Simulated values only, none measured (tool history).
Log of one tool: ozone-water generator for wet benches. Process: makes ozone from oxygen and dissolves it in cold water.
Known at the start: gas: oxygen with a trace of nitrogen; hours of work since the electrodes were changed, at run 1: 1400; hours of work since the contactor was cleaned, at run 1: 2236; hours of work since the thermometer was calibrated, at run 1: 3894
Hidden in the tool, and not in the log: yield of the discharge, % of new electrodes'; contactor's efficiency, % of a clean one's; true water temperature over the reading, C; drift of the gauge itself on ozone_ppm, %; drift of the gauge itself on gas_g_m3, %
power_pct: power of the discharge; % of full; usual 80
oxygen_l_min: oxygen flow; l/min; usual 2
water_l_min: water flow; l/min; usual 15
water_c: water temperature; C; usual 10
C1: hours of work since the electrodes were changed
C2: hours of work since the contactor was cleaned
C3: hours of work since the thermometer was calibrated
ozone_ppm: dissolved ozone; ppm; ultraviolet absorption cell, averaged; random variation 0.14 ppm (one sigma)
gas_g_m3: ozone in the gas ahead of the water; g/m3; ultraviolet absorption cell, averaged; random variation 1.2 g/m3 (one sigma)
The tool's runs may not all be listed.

run 1 hour=0 | power_pct=80 oxygen_l_min=2 water_l_min=15 water_c=10 | C1=1400 C2=2236 C3=3894 | ozone_ppm=16.2 gas_g_m3=203.9
run 2 hour=73.9 | power_pct=80 oxygen_l_min=2 water_l_min=15 water_c=10 | C1=1446 C2=2283 C3=3940 | ozone_ppm=16.3 gas_g_m3=203.9
run 3 hour=131.2 | power_pct=80 oxygen_l_min=2 water_l_min=15 water_c=6 | C1=1482 C2=2319 C3=3976 | ozone_ppm=16.7 gas_g_m3=202.8
run 4 hour=166.9 | power_pct=80 oxygen_l_min=2 water_l_min=19 water_c=10 | C1=1504 C2=2341 C3=3999 | ozone_ppm=13 gas_g_m3=204.8
run 5 hour=224.8 | power_pct=80 oxygen_l_min=2 water_l_min=19 water_c=10 | C1=1541 C2=2377 C3=4035 | ozone_ppm=13 gas_g_m3=205.9
run 6 hour=289.9 | power_pct=80 oxygen_l_min=2 water_l_min=19 water_c=10 | C1=1582 C2=2418 C3=4076 | ozone_ppm=13.2 gas_g_m3=204.7
-- hour=318.3 water thermometer calibrated
run 7 hour=370.6 | power_pct=80 oxygen_l_min=2 water_l_min=12 water_c=10 | C1=1632 C2=2469 C3=33 | ozone_ppm=19.7 gas_g_m3=205.3
run 8 hour=440.1 | power_pct=80 oxygen_l_min=2 water_l_min=12 water_c=10 | C1=1675 C2=2512 C3=76 | ozone_ppm=19.7 gas_g_m3=205.6
run 9 hour=497 | power_pct=80 oxygen_l_min=2 water_l_min=17 water_c=10 | C1=1711 C2=2548 C3=112 | ozone_ppm=14.5 gas_g_m3=203.2
run 10 hour=551.7 | power_pct=80 oxygen_l_min=2 water_l_min=17 water_c=10 | C1=1745 C2=2582 C3=146 | ozone_ppm=14.5 gas_g_m3=203.3
run 11 hour=606.4 | power_pct=80 oxygen_l_min=2 water_l_min=15 water_c=9 | C1=1780 C2=2616 C3=181 | ozone_ppm=16.2 gas_g_m3=204
run 12 hour=674.2 | power_pct=80 oxygen_l_min=2 water_l_min=17 water_c=9 | C1=1822 C2=2659 C3=223 | ozone_ppm=14.6 gas_g_m3=202
run 13 hour=716 | power_pct=80 oxygen_l_min=2 water_l_min=17 water_c=9 | C1=1849 C2=2685 C3=250 | ozone_ppm=14.6 gas_g_m3=202.1
run 14 hour=768.5 | power_pct=44 oxygen_l_min=2.13 water_l_min=17 water_c=11 | C1=1882 C2=2718 C3=283 | ozone_ppm=9.6 gas_g_m3=128.8
run 15 hour=834.9 | power_pct=88 oxygen_l_min=3.23 water_l_min=11 water_c=11 | C1=1923 C2=2760 C3=324 | ozone_ppm=23.6 gas_g_m3=169.6
run 16 hour=891.3 | power_pct=88 oxygen_l_min=1.45 water_l_min=19 water_c=11 | C1=1959 C2=2795 C3=360 | ozone_ppm=12.7 gas_g_m3=255.6
run 17 hour=971 | power_pct=88 oxygen_l_min=1.45 water_l_min=10 water_c=11 | C1=2009 C2=2845 C3=410 | ozone_ppm=22.5 gas_g_m3=255
run 18 hour=1033.7 | power_pct=88 oxygen_l_min=1.7 water_l_min=15 water_c=11 | C1=2048 C2=2885 C3=449 | ozone_ppm=16.5 gas_g_m3=236.7
run 19 hour=1076.6 | power_pct=58 oxygen_l_min=2 water_l_min=15 water_c=10 | C1=2075 C2=2912 C3=476 | ozone_ppm=12.8 gas_g_m3=161.3
run 20 hour=1152.5 | power_pct=44 oxygen_l_min=1.03 water_l_min=15 water_c=10 | C1=2122 C2=2959 C3=523 | ozone_ppm=8.6 gas_g_m3=186.5
run 21 hour=1189.4 | power_pct=61 oxygen_l_min=3.54 water_l_min=10 water_c=6 | C1=2146 C2=2982 C3=547 | ozone_ppm=21.1 gas_g_m3=125

Forecast each of these 3 alternatives for the next run:
run A hour=1230.5 | power_pct=61 oxygen_l_min=3.54 water_l_min=10 water_c=7 | C1=2171 C2=3008 C3=572 | ozone_ppm=? gas_g_m3=?
run B hour=1230.5 | power_pct=80 oxygen_l_min=2 water_l_min=20 water_c=10 | C1=2171 C2=3008 C3=572 | ozone_ppm=? gas_g_m3=?
run C hour=1230.5 | power_pct=55 oxygen_l_min=2 water_l_min=15 water_c=10 | C1=2171 C2=3008 C3=572 | ozone_ppm=? gas_g_m3=?

run=A ozone_ppm=20.8 gas_g_m3=125.3
run=B ozone_ppm=12.2 gas_g_m3=203.1
run=C ozone_ppm=12.3 gas_g_m3=154.7
Without the tool's hidden state the same runs would have given:
run=A ozone_ppm=22.1 gas_g_m3=129.9
run=B ozone_ppm=13.1 gas_g_m3=212.1
run=C ozone_ppm=13.1 gas_g_m3=159.9
